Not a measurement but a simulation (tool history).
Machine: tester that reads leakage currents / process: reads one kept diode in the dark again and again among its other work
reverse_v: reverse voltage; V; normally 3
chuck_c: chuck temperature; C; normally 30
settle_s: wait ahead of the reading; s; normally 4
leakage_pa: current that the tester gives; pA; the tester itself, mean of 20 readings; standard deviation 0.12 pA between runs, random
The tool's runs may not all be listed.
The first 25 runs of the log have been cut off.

{"run": 26, "hour": 1751.3, "reverse_v": 2.9, "chuck_c": 48, "settle_s": 2.34, "leakage_pa": 132.78}
{"run": 27, "hour": 1837.6, "reverse_v": 2.9, "chuck_c": 48, "settle_s": 2.34, "leakage_pa": 131.51}
{"run": 28, "hour": 1905.0, "reverse_v": 6.41, "chuck_c": 37, "settle_s": 2.34, "leakage_pa": 85.41}
{"hour": 1978.8, "done": "tester calibrated, once more"}
{"run": 29, "hour": 1984.9, "reverse_v": 10.37, "chuck_c": 33, "settle_s": 4, "leakage_pa": 80.2}
{"run": 30, "hour": 2029.3, "reverse_v": 10.37, "chuck_c": 33, "settle_s": 4, "leakage_pa": 79.37}
{"run": 31, "hour": 2111.1, "reverse_v": 19, "chuck_c": 42, "settle_s": 3.01, "leakage_pa": 201.44}
{"run": 32, "hour": 2169.1, "reverse_v": 3, "chuck_c": 33, "settle_s": 0.56, "leakage_pa": 45.19}
{"run": 33, "hour": 2264.6, "reverse_v": 3, "chuck_c": 33, "settle_s": 0.56, "leakage_pa": 45.13}
{"run": 34, "hour": 2336.9, "reverse_v": 18.65, "chuck_c": 26, "settle_s": 0.42, "leakage_pa": 63.82}
{"run": 35, "hour": 2438.7, "reverse_v": 18.65, "chuck_c": 26, "settle_s": 0.42, "leakage_pa": 63.54}

Each row is a separate what-if for the run after 35, all from the same tool condition, not one after another. Results?
{"run": "A", "hour": 2506.9, "reverse_v": 7.77, "chuck_c": 30, "settle_s": 1.18, "leakage_pa": "?"}
{"run": "B", "hour": 2506.9, "reverse_v": 2.41, "chuck_c": 26, "settle_s": 0.42, "leakage_pa": "?"}
{"run": "C", "hour": 2506.9, "reverse_v": 1.25, "chuck_c": 41, "settle_s": 0.71, "leakage_pa": "?"}
{"run": "D", "hour": 2506.9, "reverse_v": 18.65, "chuck_c": 27, "settle_s": 0.42, "leakage_pa": "?"}
{"run": "E", "hour": 2506.9, "reverse_v": 3.78, "chuck_c": 30, "settle_s": 4, "leakage_pa": "?"}

run=A leakage_pa=54.22
run=B leakage_pa=23.48
run=C leakage_pa=53.68
run=D leakage_pa=68.51
run=E leakage_pa=38.89
Stripped of hidden state, with their random variation kept, the same runs would have yielded:
run=A leakage_pa=56.53
run=B leakage_pa=24.67
run=C leakage_pa=56.84
run=D leakage_pa=69.77
run=E leakage_pa=40.86
